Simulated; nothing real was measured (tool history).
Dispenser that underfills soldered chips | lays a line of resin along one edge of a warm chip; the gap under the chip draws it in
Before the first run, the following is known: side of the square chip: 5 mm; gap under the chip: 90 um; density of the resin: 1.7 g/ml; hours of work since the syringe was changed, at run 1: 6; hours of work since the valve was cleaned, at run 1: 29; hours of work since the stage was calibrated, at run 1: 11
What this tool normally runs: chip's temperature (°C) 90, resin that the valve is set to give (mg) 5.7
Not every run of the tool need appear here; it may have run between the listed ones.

run,hour,chip's temperature (°C),resin that the valve is set to give (mg),hours of work since the syringe was changed,hours of work since the valve was cleaned,hours of work since the stage was calibrated,time until the resin shows at the far edge (s),resin that the valve gave (mg)
1,0,90,5.7,6,29,11,14.5,5.61
# hour 0.6: new syringe of resin
2,3.9,90,6.01,3,32,14,11.7,5.89
# hour 8.6: new syringe of resin
3,8.9,90,6.01,0,35,18,9.3,5.87
4,12.9,90,6.01,3,39,21,11.7,5.87
5,15.4,90,6.01,5,41,23,14,5.83
# hour 16.7: new syringe of resin
6,19.4,90,6.01,2,43,26,11.8,5.86
7,23.2,90,6.66,5,46,29,13.8,6.46
# hour 24.5: new syringe of resin
# hour 27.6: dispensing valve cleaned and set on the balance
8,28,90,6.66,2,0,31,11.4,6.68
9,31.8,90,6.66,5,3,34,12.9,6.64
# hour 33.6: new syringe of resin
10,36.9,90,5.7,3,7,38,12.1,5.68
# hour 41.8: new syringe of resin
11,42.2,90,5.7,0,11,42,9.8,5.68
12,45.6,90,5.7,3,14,45,12.1,5.63
13,48.7,90,5.7,5,16,47,13.9,5.64
# hour 49.8: new syringe of resin
14,53.2,87,5.7,3,19,50,13.2,5.64
# hour 57.9: new syringe of resin
15,58.7,103,6.34,1,23,54,5.9,6.25
16,62.7,99,5.35,4,26,58,9.3,5.23
# hour 66.1: new syringe of resin
17,67.1,75,5.92,1,30,61,20,5.82
18,71.1,103,6.73,4,33,64,7.4,6.62
19,73.3,75,4.84,6,35,66,29.1,4.74
# hour 74.1: new syringe of resin
20,77.8,76,5.36,3,38,69,21.9,5.23
# hour 81.9: new syringe of resin
21,81.9,101,6.16,0,41,72,6.2,6.01
22,86.1,103,6.75,3,44,75,7.2,6.57

What will run 23 give?
# hour 89.9: new syringe of resin
23,90.2,75,6.75,0,47,78,?,?

{"run 23": {"time until the resin shows at the far edge (s)": 18, "resin that the valve gave (mg)": 6.55}}
The same run, on a tool lacking any hidden state, would have yielded time until the resin shows at the far edge (s) 18.7, resin that the valve gave (mg) 6.75.
